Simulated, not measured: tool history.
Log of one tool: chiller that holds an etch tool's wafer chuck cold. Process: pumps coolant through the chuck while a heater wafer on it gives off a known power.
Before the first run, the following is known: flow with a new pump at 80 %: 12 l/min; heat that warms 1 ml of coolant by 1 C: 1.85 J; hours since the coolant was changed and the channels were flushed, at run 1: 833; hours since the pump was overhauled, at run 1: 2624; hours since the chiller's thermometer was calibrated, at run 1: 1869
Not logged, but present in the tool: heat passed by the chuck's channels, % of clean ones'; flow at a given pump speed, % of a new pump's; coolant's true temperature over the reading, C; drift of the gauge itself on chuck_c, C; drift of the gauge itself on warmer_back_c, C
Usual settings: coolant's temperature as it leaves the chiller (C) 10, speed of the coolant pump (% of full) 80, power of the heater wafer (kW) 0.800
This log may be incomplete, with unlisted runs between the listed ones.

run	hour	coolant's temperature as it leaves the chiller (C)	speed of the coolant pump (% of full)	power of the heater wafer (kW)	hours since the coolant was changed and the channels were flushed	hours since the pump was overhauled	hours since the chiller's thermometer was calibrated	chuck's temperature once it has settled (C)	how much warmer the coolant comes back (C)
1	0.0	10	80	0.800	833	2624	1869	18.7	2.35
2	67.5	10	80	0.814	901	2692	1936	18.8	2.37
3	225.8	10	80	0.800	1059	2850	2094	18.6	2.28
4	377.2	10	80	0.800	1211	3001	2246	18.7	2.33
5	458.1	10	79	0.800	1292	3082	2327	18.7	2.35
# hour 568.9: chiller's thermometer calibrated
6	596.2	10	79	0.800	1429	3219	27	19.1	2.37
7	700.6	11	79	0.800	1533	3324	132	20.2	2.39
8	792.9	10	74	0.800	1625	3416	224	19.6	2.59
9	869.2	10	80	0.800	1702	3492	300	19.0	2.33
10	977.0	10	72	0.800	1809	3600	408	19.7	2.63
11	1136.3	6	80	0.800	1969	3760	567	15.1	2.39
12	1220.9	6	80	0.800	2053	3844	652	15.2	2.37
13	1374.0	6	80	0.800	2206	3997	805	15.2	2.34
14	1459.9	10	80	0.800	2292	4083	891	19.0	2.33
15	1576.7	10	80	0.800	2409	4200	1008	19.1	2.39
# hour 1669.7: coolant pump overhauled
16	1734.8	10	80	0.800	2562	65	1161	18.7	2.15
17	1854.2	10	80	0.496	2682	184	1280	15.4	1.36
18	1935.0	10	80	0.496	2762	265	1361	15.4	1.33
19	2095.8	18	99	0.538	2923	426	1522	23.0	1.12
# hour 2205.9: coolant changed, channels flushed
20	2218.9	7	87	0.823	13	543	1639	15.2	2.05
21	2377.1	7	87	0.823	171	701	1797	15.1	2.08
22	2532.5	7	87	0.823	327	857	1953	15.3	2.06
23	2670.0	12	79	0.694	464	994	2090	19.2	1.93
24	2793.2	18	77	0.639	587	1117	2213	25.0	1.83
25	2925.2	18	77	0.853	719	1249	2345	27.2	2.42
# hour 3015.6: chiller's thermometer calibrated
26	3016.3	18	77	0.853	809	1340	1	27.3	2.44
27	3133.5	2	93	0.706	927	1457	118	8.8	1.64
28	3277.3	2	78	0.511	1070	1601	262	7.5	1.47
29	3399.9	2	78	0.764	1193	1723	384	10.2	2.23
30	3509.3	2	78	0.764	1302	1833	494	10.4	2.22
31	3617.9	10	61	0.800	1411	1941	602	20.3	2.99
32	3744.6	16	60	1.056	1538	2068	729	29.6	4.11
33	3830.9	7	80	1.101	1624	2154	815	19.2	3.12

Measured minus without-hidden-state, run by run (identical run-to-run variation in each term; gauge scatter may differ):
run	chuck's temperature once it has settled (C)	how much warmer the coolant comes back (C)
1	+0.3	+0.14
2	+0.4	+0.15
3	+0.4	+0.16
4	+0.4	+0.17
5	+0.5	+0.17
6	+0.8	+0.18
7	+0.8	+0.19
8	+0.9	+0.20
9	+0.8	+0.19
10	+0.9	+0.22
11	+0.9	+0.21
12	+0.9	+0.21
13	+0.9	+0.22
14	+0.9	+0.22
15	+0.9	+0.23
16	+0.5	+0.00
17	+0.2	+0.00
18	+0.3	+0.00
19	+0.3	+0.01
20	+0.0	+0.01
21	+0.0	+0.03
22	+0.1	+0.03
23	+0.1	+0.04
24	+0.0	+0.04
25	+0.1	+0.06
26	+0.3	+0.07
27	+0.2	+0.04
28	+0.1	+0.04
29	+0.3	+0.07
30	+0.4	+0.08
31	+0.4	+0.12
32	+0.7	+0.17
33	+0.7	+0.14

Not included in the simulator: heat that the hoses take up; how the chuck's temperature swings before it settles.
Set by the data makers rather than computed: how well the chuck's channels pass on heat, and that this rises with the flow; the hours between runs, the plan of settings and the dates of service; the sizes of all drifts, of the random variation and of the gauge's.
